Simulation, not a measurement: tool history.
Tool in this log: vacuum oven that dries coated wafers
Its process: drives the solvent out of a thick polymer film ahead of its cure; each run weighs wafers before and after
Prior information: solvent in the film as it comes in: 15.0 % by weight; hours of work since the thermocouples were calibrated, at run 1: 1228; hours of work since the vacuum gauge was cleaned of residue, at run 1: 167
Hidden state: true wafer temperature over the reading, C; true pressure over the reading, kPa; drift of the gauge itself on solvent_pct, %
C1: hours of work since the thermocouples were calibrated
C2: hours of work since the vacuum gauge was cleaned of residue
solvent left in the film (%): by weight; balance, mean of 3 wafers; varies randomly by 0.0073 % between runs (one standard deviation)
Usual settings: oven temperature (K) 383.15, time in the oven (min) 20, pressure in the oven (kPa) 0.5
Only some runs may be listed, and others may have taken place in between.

Run 1, day 0: usual settings; C1 1228; C2 167. Result: solvent left in the film (%) 0.596.
Run 2, day 0.796: usual settings but pressure in the oven (kPa) 0.418; C1 1238; C2 176. Result: solvent left in the film (%) 0.599.
Run 3, day 1.446: usual settings but pressure in the oven (kPa) 0.418; C1 1246; C2 184. Result: solvent left in the film (%) 0.583.
Run 4, day 2.788: usual settings but pressure in the oven (kPa) 0.418; C1 1263; C2 201. Result: solvent left in the film (%) 0.595.
Run 5, day 4.125: usual settings but pressure in the oven (kPa) 0.418; C1 1279; C2 218. Result: solvent left in the film (%) 0.593.
Run 6, day 5.038: usual settings; C1 1291; C2 229. Result: solvent left in the film (%) 0.605.
Run 7, day 6.012: usual settings; C1 1303; C2 241. Result: solvent left in the film (%) 0.62.
Run 8, day 6.925: usual settings but pressure in the oven (kPa) 1.881; C1 1314; C2 252. Result: solvent left in the film (%) 0.918.
Run 9, day 8.217: usual settings but pressure in the oven (kPa) 1.881; C1 1330; C2 268. Result: solvent left in the film (%) 0.922.
Run 10, day 9.288: usual settings but oven temperature (K) 396.15; C1 1343; C2 281. Result: solvent left in the film (%) 0.101.
Run 11, day 9.846: usual settings but oven temperature (K) 396.15; C1 1350; C2 288. Result: solvent left in the film (%) 0.089.
Run 12, day 11.042: usual settings but oven temperature (K) 396.15; C1 1365; C2 303. Result: solvent left in the film (%) 0.11.
Run 13, day 12.042: usual settings but pressure in the oven (kPa) 1.524; C1 1377; C2 315. Result: solvent left in the film (%) 0.845.
At day 13.004: oven's thermocouples calibrated.
Run 14, day 13.342: usual settings; C1 4; C2 331. Result: solvent left in the film (%) 0.647.
Run 15, day 13.938: usual settings; C1 12; C2 338. Result: solvent left in the film (%) 0.633.
Run 16, day 15.242: usual settings; C1 28; C2 354. Result: solvent left in the film (%) 0.642.
Run 17, day 16.612: usual settings; C1 45; C2 371. Result: solvent left in the film (%) 0.65.
Run 18, day 17.45: usual settings; C1 55; C2 381. Result: solvent left in the film (%) 0.665.
Run 19, day 18.342: usual settings; C1 66; C2 392. Result: solvent left in the film (%) 0.642.
At day 18.512: vacuum gauge cleaned of residue and calibrated.
Run 20, day 19.425: usual settings but time in the oven (min) 35; C1 79; C2 11. Result: solvent left in the film (%) 0.205.
Run 21, day 20.467: usual settings but pressure in the oven (kPa) 0.633; C1 92; C2 24. Result: solvent left in the film (%) 0.703.
Run 22, day 21.788: usual settings but oven temperature (K) 396.15, pressure in the oven (kPa) 0.633; C1 108; C2 40. Result: solvent left in the film (%) 0.161.
At day 21.917: vacuum gauge cleaned of residue and calibrated, once more.
Run 23, day 22.875: usual settings but oven temperature (K) 396.15, pressure in the oven (kPa) 0.633; C1 121; C2 12. Result: solvent left in the film (%) 0.111.
Run 24, day 23.658: usual settings but oven temperature (K) 388.15, time in the oven (min) 23, pressure in the oven (kPa) 0.488; C1 130; C2 22. Result: solvent left in the film (%) 0.198.
Run 25, day 24.988: usual settings but oven temperature (K) 388.15, time in the oven (min) 23, pressure in the oven (kPa) 0.488; C1 147; C2 38. Result: solvent left in the film (%) 0.185.
Run 26, day 26.212: usual settings but time in the oven (min) 32; C1 162; C2 53. Result: solvent left in the film (%) 0.196.
Run 27, day 26.825: usual settings but time in the oven (min) 32; C1 169; C2 61. Result: solvent left in the film (%) 0.201.
Run 28, day 28.083: usual settings but time in the oven (min) 32; C1 185; C2 76. Result: solvent left in the film (%) 0.198.
Run 29, day 29.183: usual settings but oven temperature (K) 369.15, time in the oven (min) 17, pressure in the oven (kPa) 0.585; C1 199; C2 90. Result: solvent left in the film (%) 3.75.
Run 30, day 29.942: usual settings but oven temperature (K) 369.15, time in the oven (min) 17, pressure in the oven (kPa) 0.585; C1 208; C2 99. Result: solvent left in the film (%) 3.753.
Run 31, day 31.05: usual settings but oven temperature (K) 369.15, time in the oven (min) 17, pressure in the oven (kPa) 0.585; C1 222; C2 113. Result: solvent left in the film (%) 3.733.
Run 32, day 32.046: usual settings but oven temperature (K) 369.15, time in the oven (min) 17, pressure in the oven (kPa) 0.585; C1 234; C2 125. Result: solvent left in the film (%) 3.722.
Run 33, day 33.3: usual settings but oven temperature (K) 378.15, time in the oven (min) 33, pressure in the oven (kPa) 0.289; C1 250; C2 141. Result: solvent left in the film (%) 0.302.
Run 34, day 34.638: usual settings but pressure in the oven (kPa) 0.814; C1 266; C2 157. Result: solvent left in the film (%) 0.681.
Run 35, day 35.838: usual settings but oven temperature (K) 388.15, time in the oven (min) 14, pressure in the oven (kPa) 0.557; C1 281; C2 172. Result: solvent left in the film (%) 0.752.
Run 36, day 36.708: usual settings but oven temperature (K) 395.15; C1 292; C2 183. Result: solvent left in the film (%) 0.115.
Run 37, day 38.046: usual settings but oven temperature (K) 369.15, time in the oven (min) 23, pressure in the oven (kPa) 0.783; C1 308; C2 199. Result: solvent left in the film (%) 2.563.
Run 38, day 38.729: usual settings but oven temperature (K) 387.15, time in the oven (min) 34, pressure in the oven (kPa) 0.78; C1 317; C2 208. Result: solvent left in the film (%) 0.183.
Run 39, day 39.45: usual settings but oven temperature (K) 389.15, time in the oven (min) 21, pressure in the oven (kPa) 1.793; C1 326; C2 217. Result: solvent left in the film (%) 0.475.
Run 40, day 40.596: usual settings but oven temperature (K) 389.15, time in the oven (min) 21, pressure in the oven (kPa) 0.93; C1 340; C2 231. Result: solvent left in the film (%) 0.304.
Run 41, day 41.633: usual settings but oven temperature (K) 389.15, time in the oven (min) 21, pressure in the oven (kPa) 0.93; C1 353; C2 244. Result: solvent left in the film (%) 0.309.
Run 42, day 42.796: usual settings but oven temperature (K) 388.15, time in the oven (min) 15, pressure in the oven (kPa) 0.351; C1 367; C2 258. Result: solvent left in the film (%) 0.598.
Run 43, day 43.417: usual settings but time in the oven (min) 15, pressure in the oven (kPa) 0.473; C1 375; C2 266. Result: solvent left in the film (%) 1.205.
Run 44, day 44.733: usual settings but oven temperature (K) 379.15, time in the oven (min) 15, pressure in the oven (kPa) 1.721; C1 391; C2 282. Result: solvent left in the film (%) 2.164.
Run 45, day 45.412: usual settings but oven temperature (K) 379.15, time in the oven (min) 15, pressure in the oven (kPa) 1.721; C1 399; C2 291. Result: solvent left in the film (%) 2.153.
Run 46, day 46.192: usual settings but oven temperature (K) 387.15, time in the oven (min) 17, pressure in the oven (kPa) 1.862; C1 409; C2 300. Result: solvent left in the film (%) 0.797.

Each row is a separate what-if for the run after 46, all from the same tool condition, not one after another. Results?
Run A, day 47.233: usual settings but oven temperature (K) 387.15, time in the oven (min) 18, pressure in the oven (kPa) 0.416; C1 422; C2 313. Result: solvent left in the film (%) ?.
Run B, day 47.233: usual settings but oven temperature (K) 387.15, time in the oven (min) 11, pressure in the oven (kPa) 1.862; C1 422; C2 313. Result: solvent left in the film (%) ?.
Run C, day 47.233: usual settings but oven temperature (K) 387.15, time in the oven (min) 17, pressure in the oven (kPa) 1.142; C1 422; C2 313. Result: solvent left in the film (%) ?.
Run D, day 47.233: usual settings but oven temperature (K) 377.15, time in the oven (min) 17, pressure in the oven (kPa) 1.202; C1 422; C2 313. Result: solvent left in the film (%) ?.
Run E, day 47.233: usual settings but oven temperature (K) 382.15, time in the oven (min) 17, pressure in the oven (kPa) 1.862; C1 422; C2 313. Result: solvent left in the film (%) ?.

run  solvent left in the film (%)
  A                         0.417
  B                         1.688
  C                          0.64
  D                         2.016
  E                          1.34
Had the tool no hidden state, the same runs would have come out as:
run  solvent left in the film (%)
  A                         0.454
  B                         1.813
  C                          0.69
  D                         2.158
  E                         1.438
